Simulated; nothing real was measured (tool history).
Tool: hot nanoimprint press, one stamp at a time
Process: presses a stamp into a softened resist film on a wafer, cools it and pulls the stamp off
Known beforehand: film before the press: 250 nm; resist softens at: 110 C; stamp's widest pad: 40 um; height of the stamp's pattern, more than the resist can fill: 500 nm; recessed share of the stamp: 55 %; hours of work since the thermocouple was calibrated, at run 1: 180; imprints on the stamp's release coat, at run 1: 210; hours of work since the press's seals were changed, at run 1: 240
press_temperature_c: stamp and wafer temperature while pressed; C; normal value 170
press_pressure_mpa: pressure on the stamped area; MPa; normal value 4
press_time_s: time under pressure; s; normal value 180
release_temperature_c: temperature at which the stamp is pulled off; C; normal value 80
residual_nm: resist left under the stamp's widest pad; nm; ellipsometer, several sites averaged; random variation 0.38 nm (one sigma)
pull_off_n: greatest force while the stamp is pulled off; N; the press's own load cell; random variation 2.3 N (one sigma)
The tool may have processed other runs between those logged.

run	hour	press_temperature_c	press_pressure_mpa	press_time_s	release_temperature_c	hours of work since the thermocouple was calibrated	imprints on the stamp's release coat	hours of work since the press's seals were changed	residual_nm	pull_off_n
1	0	170	4	180	80	180	210	240	135.5	107
2	35.7	170	4	180	73	200	297	259	135	119
3	69.2	170	4	180	73	218	379	278	135.2	123
4	123.9	161	4	180	80	249	512	308	175.3	113
5	169.1	161	4	180	80	274	622	333	175.5	117
# hour 191.3: plate thermocouple calibrated
6	227.1	161	4	180	80	20	756	364	174	118
7	281.6	170	4	180	80	50	889	394	133.2	120
8	320.7	170	4	180	80	72	985	416	132.8	118
9	348.2	170	4	180	80	87	1052	431	133.2	122
10	388.4	170	4	180	80	109	1150	453	133.3	124
11	428.1	170	4	180	80	131	1246	475	133.4	128
# hour 436.5: plate thermocouple calibrated, once more
12	475.8	170	3.06	180	80	22	1355	500	154.3	127
13	508.9	170	3.06	180	80	40	1436	518	154.9	133
14	562.7	170	3.06	180	80	70	1567	548	153.8	133
# hour 584.2: press's hydraulic seals changed and the load cell set to zero
15	607.1	170	3.06	180	80	90	1656	13	151.7	131
16	639.7	176	2.61	199	74	108	1735	31	134.7	149
17	683.4	175	2.5	180	70	132	1842	55	145.2	163
# hour 706.9: stamp cleaned and given a new release coat
18	742.8	177	2.5	99	70	162	87	85	162.4	117
19	786.4	174	3.07	228	74	186	193	109	125.3	119
20	839.3	169	4	313	80	215	323	138	115.2	109
21	871.3	169	4	313	81	233	400	156	114.6	111
22	923	169	4	313	81	262	527	184	114.4	114
23	959.5	169	4	313	81	282	616	205	115.3	116
# hour 968.1: plate thermocouple calibrated
24	1006.5	169	4	313	81	21	723	229	119.3	111
25	1046.1	169	4	313	81	43	819	251	119.6	117
26	1103.4	169	5.31	313	82	75	959	283	102.2	120

What does the tool deliver on the next run?
27	1137.7	170	3.32	180	68	94	1043	302	?	?

residual_nm: 149.7 nm
pull_off_n: 145 N
Take away the tool's hidden state, keep the run-to-run variation as it was, and the same run would have given residual_nm 148.9 nm, pull_off_n 120 N.
